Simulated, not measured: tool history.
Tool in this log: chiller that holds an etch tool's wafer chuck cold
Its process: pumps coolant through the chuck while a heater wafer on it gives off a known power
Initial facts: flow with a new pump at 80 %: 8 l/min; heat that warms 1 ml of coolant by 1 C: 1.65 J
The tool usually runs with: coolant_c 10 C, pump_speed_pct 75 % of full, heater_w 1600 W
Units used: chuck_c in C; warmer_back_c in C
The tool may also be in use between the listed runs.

{"run": 1, "day": 0.0, "coolant_c": 10, "pump_speed_pct": 75, "heater_w": 1600, "chuck_c": 28.7, "warmer_back_c": 9.46}
{"run": 2, "day": 4.717, "coolant_c": 10, "pump_speed_pct": 75, "heater_w": 1600, "chuck_c": 28.8, "warmer_back_c": 9.39}
{"run": 3, "day": 8.042, "coolant_c": 10, "pump_speed_pct": 75, "heater_w": 1600, "chuck_c": 28.9, "warmer_back_c": 9.5}
{"run": 4, "day": 13.304, "coolant_c": 10, "pump_speed_pct": 75, "heater_w": 1600, "chuck_c": 29.0, "warmer_back_c": 9.58}
{"run": 5, "day": 17.462, "coolant_c": 10, "pump_speed_pct": 75, "heater_w": 1600, "chuck_c": 29.2, "warmer_back_c": 9.48}
{"day": 22.658, "done": "chiller's thermometer calibrated"}
{"run": 6, "day": 23.183, "coolant_c": 10, "pump_speed_pct": 75, "heater_w": 1600, "chuck_c": 29.2, "warmer_back_c": 9.49}
{"day": 29.35, "done": "coolant changed, channels flushed"}
{"run": 7, "day": 30.35, "coolant_c": 10, "pump_speed_pct": 75, "heater_w": 1600, "chuck_c": 26.2, "warmer_back_c": 9.64}
{"run": 8, "day": 33.446, "coolant_c": 10, "pump_speed_pct": 75, "heater_w": 1600, "chuck_c": 26.4, "warmer_back_c": 9.68}
{"run": 9, "day": 40.079, "coolant_c": 16, "pump_speed_pct": 75, "heater_w": 1600, "chuck_c": 32.6, "warmer_back_c": 9.7}
{"run": 10, "day": 46.596, "coolant_c": 16, "pump_speed_pct": 75, "heater_w": 1600, "chuck_c": 32.7, "warmer_back_c": 9.79}
{"run": 11, "day": 49.642, "coolant_c": 16, "pump_speed_pct": 75, "heater_w": 1600, "chuck_c": 32.9, "warmer_back_c": 9.84}
{"run": 12, "day": 54.275, "coolant_c": 16, "pump_speed_pct": 75, "heater_w": 1600, "chuck_c": 32.9, "warmer_back_c": 9.86}
{"run": 13, "day": 61.2, "coolant_c": 10, "pump_speed_pct": 75, "heater_w": 1279, "chuck_c": 23.8, "warmer_back_c": 7.9}
{"run": 14, "day": 68.062, "coolant_c": 10, "pump_speed_pct": 69, "heater_w": 1986, "chuck_c": 33.0, "warmer_back_c": 13.41}
{"run": 15, "day": 71.262, "coolant_c": 10, "pump_speed_pct": 69, "heater_w": 1350, "chuck_c": 25.7, "warmer_back_c": 9.18}
{"day": 74.354, "done": "coolant pump overhauled"}
{"run": 16, "day": 75.029, "coolant_c": 4, "pump_speed_pct": 69, "heater_w": 1929, "chuck_c": 22.4, "warmer_back_c": 10.24}
{"run": 17, "day": 79.425, "coolant_c": 4, "pump_speed_pct": 69, "heater_w": 1929, "chuck_c": 22.4, "warmer_back_c": 10.13}
{"run": 18, "day": 83.367, "coolant_c": 3, "pump_speed_pct": 66, "heater_w": 1600, "chuck_c": 19.1, "warmer_back_c": 8.93}
{"run": 19, "day": 90.017, "coolant_c": 3, "pump_speed_pct": 81, "heater_w": 1600, "chuck_c": 16.5, "warmer_back_c": 7.33}
{"run": 20, "day": 93.546, "coolant_c": 10, "pump_speed_pct": 75, "heater_w": 1600, "chuck_c": 24.5, "warmer_back_c": 7.84}
{"run": 21, "day": 96.938, "coolant_c": 10, "pump_speed_pct": 75, "heater_w": 1600, "chuck_c": 24.8, "warmer_back_c": 7.91}
{"run": 22, "day": 101.712, "coolant_c": 15, "pump_speed_pct": 78, "heater_w": 1600, "chuck_c": 29.3, "warmer_back_c": 7.64}
{"run": 23, "day": 108.608, "coolant_c": 19, "pump_speed_pct": 76, "heater_w": 1980, "chuck_c": 37.2, "warmer_back_c": 9.7}
{"run": 24, "day": 111.817, "coolant_c": 7, "pump_speed_pct": 72, "heater_w": 1600, "chuck_c": 22.7, "warmer_back_c": 8.36}

Predict each of these 5 candidate next runs independently; none follows another, all start after run 24:
{"day": 117.271, "done": "chiller's thermometer calibrated"}
{"run": "A", "day": 117.354, "coolant_c": 19, "pump_speed_pct": 72, "heater_w": 1600, "chuck_c": "?", "warmer_back_c": "?"}
{"day": 117.271, "done": "chiller's thermometer calibrated"}
{"run": "B", "day": 117.354, "coolant_c": 3, "pump_speed_pct": 96, "heater_w": 1859, "chuck_c": "?", "warmer_back_c": "?"}
{"day": 117.271, "done": "chiller's thermometer calibrated"}
{"run": "C", "day": 117.354, "coolant_c": 0, "pump_speed_pct": 68, "heater_w": 1600, "chuck_c": "?", "warmer_back_c": "?"}
{"day": 117.271, "done": "chiller's thermometer calibrated"}
{"run": "D", "day": 117.354, "coolant_c": 2, "pump_speed_pct": 72, "heater_w": 1600, "chuck_c": "?", "warmer_back_c": "?"}
{"day": 117.271, "done": "chiller's thermometer calibrated"}
{"run": "E", "day": 117.354, "coolant_c": 18, "pump_speed_pct": 87, "heater_w": 1314, "chuck_c": "?", "warmer_back_c": "?"}

run=A chuck_c=34.4 warmer_back_c=8.32
run=B chuck_c=17.1 warmer_back_c=7.20
run=C chuck_c=15.8 warmer_back_c=8.83
run=D chuck_c=17.1 warmer_back_c=8.28
run=E chuck_c=28.5 warmer_back_c=5.64
Had the tool no hidden state, the same runs would have come out as:
run=A chuck_c=33.1 warmer_back_c=8.08
run=B chuck_c=15.9 warmer_back_c=7.00
run=C chuck_c=14.5 warmer_back_c=8.58
run=D chuck_c=15.8 warmer_back_c=8.04
run=E chuck_c=27.5 warmer_back_c=5.47
